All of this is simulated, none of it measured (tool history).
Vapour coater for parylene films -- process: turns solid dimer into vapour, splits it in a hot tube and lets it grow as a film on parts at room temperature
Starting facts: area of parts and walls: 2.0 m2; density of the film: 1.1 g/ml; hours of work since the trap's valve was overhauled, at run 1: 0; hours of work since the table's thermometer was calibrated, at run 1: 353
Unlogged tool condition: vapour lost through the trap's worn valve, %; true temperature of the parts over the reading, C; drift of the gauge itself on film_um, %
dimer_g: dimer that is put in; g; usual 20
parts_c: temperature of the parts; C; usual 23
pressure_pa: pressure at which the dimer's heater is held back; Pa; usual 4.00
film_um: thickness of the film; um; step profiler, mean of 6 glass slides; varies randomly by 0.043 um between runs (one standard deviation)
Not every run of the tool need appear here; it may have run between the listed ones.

run    hour  dimer_g  parts_c  pressure_pa  hours of work since the trap's valve was overhauled  hours of work since the table's thermometer was calibrated  film_um
  1     0.0       20       23         4.00                                                    0                                                         353     4.76
  2    50.8       20       23         4.00                                                   27                                                         380     4.63
  3    96.8       20       23         4.00                                                   52                                                         405     4.64
  4   130.2       20       23         4.00                                                   69                                                         422     4.62
  5   175.9       34       23         4.00                                                   94                                                         447     7.74
  6   231.6        9       23         4.00                                                  124                                                         477     2.03
  7   258.3       20       23         4.00                                                  138                                                         491     4.55
  8   317.2       20       23         5.42                                                  169                                                         522     4.28
  9   362.4       20       23         5.42                                                  193                                                         546     4.24
 10   408.2       20       23         5.42                                                  218                                                         571     4.22
 11   469.5       20       23         4.00                                                  251                                                         604     4.37
 12   532.0       20       23         4.00                                                  284                                                         637     4.35
 13   588.4       20       23         4.00                                                  314                                                         667     4.25
 14   620.6       20       23         4.00                                                  331                                                         684     4.27
      627.7  -- trap's valve overhauled
 15   682.0       20       23         4.00                                                   29                                                         715     4.00
 16   735.1       20       23         4.00                                                   57                                                         743     3.94
 17   793.4       20       23         4.00                                                   88                                                         774     3.91
 18   818.9       20       23         4.00                                                  102                                                         788     3.91
      843.5  -- trap's valve overhauled, once more
 19   858.1       20       23         4.46                                                    8                                                         807     4.59
 20   887.8       20       16         6.99                                                   24                                                         823     5.32
 21   925.6       20       15         7.86                                                   44                                                         843     5.51
 22   973.2       20       23         4.00                                                   69                                                         868     4.58
 23  1007.4       20       23         4.72                                                   88                                                         887     4.40
 24  1051.4       19       23         4.72                                                  111                                                         910     4.12
 25  1082.7       25       31         3.91                                                  128                                                         927     4.36
 26  1110.1       15       32        10.63                                                  142                                                         941     2.15
 27  1158.1       20       18         4.00                                                  168                                                         967     5.11
 28  1216.0       20       18         4.00                                                  199                                                         998     5.09
 29  1261.5       15       27         4.00                                                  223                                                        1022     2.80
 30  1318.0        9       17         6.24                                                  253                                                        1052     2.22
     1357.0  -- table's thermometer calibrated
 31  1371.9       20       20         6.90                                                  282                                                           8     4.32
 32  1397.3       15       22        10.83                                                  295                                                          22     2.88
 33  1433.4       15       22         4.72                                                  314                                                          41     3.19

Alternative continuations, all from the tool just after run 33; predict every row:
     1483.7  -- trap's valve overhauled
  A  1490.1       31       32         4.00                                                    3                                                          69        ?
     1483.7  -- trap's valve overhauled
  B  1490.1       15       17         4.72                                                    3                                                          69        ?
     1483.7  -- trap's valve overhauled
  C  1490.1       12       15         4.43                                                    3                                                          69        ?
     1483.7  -- trap's valve overhauled
  D  1490.1       21       20         4.72                                                    3                                                          69        ?
     1483.7  -- trap's valve overhauled
  E  1490.1       10       22         8.28                                                    3                                                          69        ?

run  film_um
  A     5.50
  B     4.13
  C     3.56
  D     5.28
  E     2.20
Had the tool no hidden state, the same runs would have come out as:
run  film_um
  A     5.57
  B     4.18
  C     3.60
  D     5.35
  E     2.22
